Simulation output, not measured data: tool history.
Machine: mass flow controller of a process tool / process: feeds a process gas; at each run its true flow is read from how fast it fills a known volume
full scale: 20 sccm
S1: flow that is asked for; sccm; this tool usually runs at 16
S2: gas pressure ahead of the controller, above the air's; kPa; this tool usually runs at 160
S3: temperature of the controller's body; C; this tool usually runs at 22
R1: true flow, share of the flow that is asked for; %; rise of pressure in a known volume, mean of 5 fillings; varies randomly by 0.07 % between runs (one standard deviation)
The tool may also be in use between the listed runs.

Run 1, day 0: usual settings. Result: R1 99.35 %.
Run 2, day 7.696: usual settings. Result: R1 99.36 %.
Run 3, day 16.821: usual settings. Result: R1 99.47 %.
Run 4, day 21.738: usual settings but S2 150 kPa. Result: R1 99.44 %.
Run 5, day 30.646: usual settings but S2 150 kPa, S3 39 C. Result: R1 101.2 %.
Run 6, day 37.888: usual settings but S2 150 kPa, S3 39 C. Result: R1 101.31 %.
Run 7, day 46.412: usual settings but S1 2 sccm. Result: R1 98.05 %.
Run 8, day 52.696: usual settings but S1 2 sccm. Result: R1 97.94 %.
Run 9, day 56.992: usual settings but S1 2 sccm. Result: R1 98.05 %.
Run 10, day 61.454: usual settings but S1 2 sccm. Result: R1 98.03 %.
Run 11, day 70.329: usual settings but S1 2 sccm. Result: R1 98.05 %.
Run 12, day 79.692: usual settings but S1 2 sccm. Result: R1 98.06 %.
Run 13, day 86.875: usual settings but S1 2 sccm. Result: R1 98.07 %.
Run 14, day 93.633: usual settings but S1 2 sccm. Result: R1 97.94 %.
Run 15, day 101.592: usual settings but S3 26 C. Result: R1 99.85 %.
Run 16, day 110.029: usual settings but S3 26 C. Result: R1 99.81 %.
Run 17, day 115.612: usual settings but S1 11 sccm, S2 185 kPa, S3 25 C. Result: R1 99.11 %.
Run 18, day 121.371: usual settings but S1 11 sccm, S2 185 kPa, S3 25 C. Result: R1 99.13 %.
Run 19, day 131.108: usual settings but S1 11 sccm, S2 156 kPa, S3 28 C. Result: R1 99.49 %.
Run 20, day 137.721: usual settings but S1 2 sccm, S2 182 kPa, S3 21 C. Result: R1 97.87 %.
Run 21, day 145.046: usual settings but S1 9 sccm, S2 194 kPa, S3 30 C. Result: R1 99.47 %.
Run 22, day 151.146: usual settings but S1 7 sccm, S2 224 kPa. Result: R1 98.28 %.
Run 23, day 158.462: usual settings but S1 8 sccm, S2 209 kPa, S3 39 C. Result: R1 100.35 %.
Run 24, day 163.438: usual settings but S1 10 sccm, S3 27 C. Result: R1 99.33 %.
Run 25, day 169.354: usual settings but S1 4 sccm, S2 164 kPa, S3 23 C. Result: R1 98.32 %.
Run 26, day 173.583: usual settings but S2 204 kPa. Result: R1 99.3 %.
Run 27, day 181.788: usual settings but S2 204 kPa. Result: R1 99.34 %.
Run 28, day 187.488: usual settings but S2 258 kPa, S3 40 C. Result: R1 101.06 %.
Run 29, day 192.058: usual settings but S1 12 sccm, S2 243 kPa, S3 38 C. Result: R1 100.5 %.

Here are 5 independent what-if runs from the current tool condition. What would each one return?
Run A, day 200.496: usual settings but S1 3 sccm, S3 35 C. Result: R1 ?.
Run B, day 200.496: usual settings but S2 151 kPa. Result: R1 ?.
Run C, day 200.496: usual settings but S3 21 C. Result: R1 ?.
Run D, day 200.496: usual settings but S1 18 sccm, S2 145 kPa. Result: R1 ?.
Run E, day 200.496: usual settings but S1 2 sccm. Result: R1 ?.

run     R1
  A  99.54
  B  99.34
  C  99.29
  D  99.59
  E  97.96
Stripped of hidden state, with their random variation kept, the same runs would have yielded:
run     R1
  A  99.55
  B  99.34
  C   99.3
  D   99.6
  E  97.98
